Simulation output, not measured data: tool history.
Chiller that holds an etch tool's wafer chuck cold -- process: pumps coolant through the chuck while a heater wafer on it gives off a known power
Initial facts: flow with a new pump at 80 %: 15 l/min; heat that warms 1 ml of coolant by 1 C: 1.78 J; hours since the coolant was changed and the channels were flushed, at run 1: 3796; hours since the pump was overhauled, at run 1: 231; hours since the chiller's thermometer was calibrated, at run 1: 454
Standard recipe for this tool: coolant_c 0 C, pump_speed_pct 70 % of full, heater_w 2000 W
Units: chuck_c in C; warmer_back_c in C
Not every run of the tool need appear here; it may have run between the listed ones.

run,hour,coolant_c,pump_speed_pct,heater_w,hours since the coolant was changed and the channels were flushed,hours since the pump was overhauled,hours since the chiller's thermometer was calibrated,chuck_c,warmer_back_c
1,0.0,0,70,2000,3796,231,454,16.8,5.17
2,155.9,0,70,1704,3952,387,610,14.4,4.41
3,320.9,0,70,1704,4117,552,775,14.5,4.38
4,454.4,0,70,1704,4250,686,908,14.6,4.43
5,573.9,0,70,1760,4370,805,1028,15.1,4.54
6,689.0,0,70,1760,4485,920,1143,15.0,4.53
7,821.2,0,68,2000,4617,1052,1275,17.5,5.31
8,959.1,0,68,2000,4755,1190,1413,17.6,5.36
9,1066.6,0,68,2000,4862,1298,1520,17.6,5.33
10,1205.1,-6,70,2000,5001,1436,1659,11.5,5.27
11,1316.3,-6,70,2000,5112,1547,1770,11.5,5.22
12,1439.0,-6,70,2000,5235,1670,1893,11.6,5.24
13,1604.3,0,70,2000,5400,1835,2058,17.7,5.25
14,1694.2,0,70,2000,5490,1925,2148,17.8,5.20
15,1774.6,-2,70,2000,5570,2006,2228,15.5,5.26
16,1934.8,0,70,2000,5731,2166,2389,17.9,5.28
# hour 2049.1: chiller's thermometer calibrated
17,2086.4,-2,95,2000,5881,2317,37,13.3,3.79
18,2177.8,-2,95,2000,5973,2408,129,13.2,3.85
19,2244.8,-2,95,2000,6040,2475,196,13.2,3.82
20,2343.9,-9,87,2000,6139,2574,295,7.0,4.19
21,2433.9,-2,74,2000,6229,2664,385,15.5,4.96
22,2512.9,0,88,2370,6308,2743,464,19.0,4.87
23,2623.2,0,63,2000,6418,2853,574,19.2,5.94
24,2700.6,-10,70,1204,6495,2931,651,0.9,3.15
25,2848.9,-4,70,2000,6644,3079,800,14.4,5.38
26,2965.1,-4,89,2988,6760,3195,916,20.2,6.21
27,3043.8,0,70,2262,6839,3274,995,21.0,6.07
28,3161.2,0,70,2262,6956,3391,1112,20.9,6.01
29,3248.5,0,70,2262,7043,3479,1199,21.0,5.97
30,3336.7,0,70,2262,7132,3567,1288,21.1,6.02
31,3472.7,0,70,2262,7268,3703,1424,21.3,6.10

Predict each of these 3 candidate next runs independently; none follows another, all start after run 31:
A,3546.3,6,70,2262,7341,3776,1497,?,?
B,3546.3,-7,70,1450,7341,3776,1497,?,?
C,3546.3,2,85,1431,7341,3776,1497,?,?

run,chuck_c,warmer_back_c
A,27.2,6.09
B,6.7,3.91
C,14.2,3.11
With no hidden state in the tool, these same runs would have given:
run,chuck_c,warmer_back_c
A,23.4,5.86
B,4.3,3.77
C,12.0,2.99
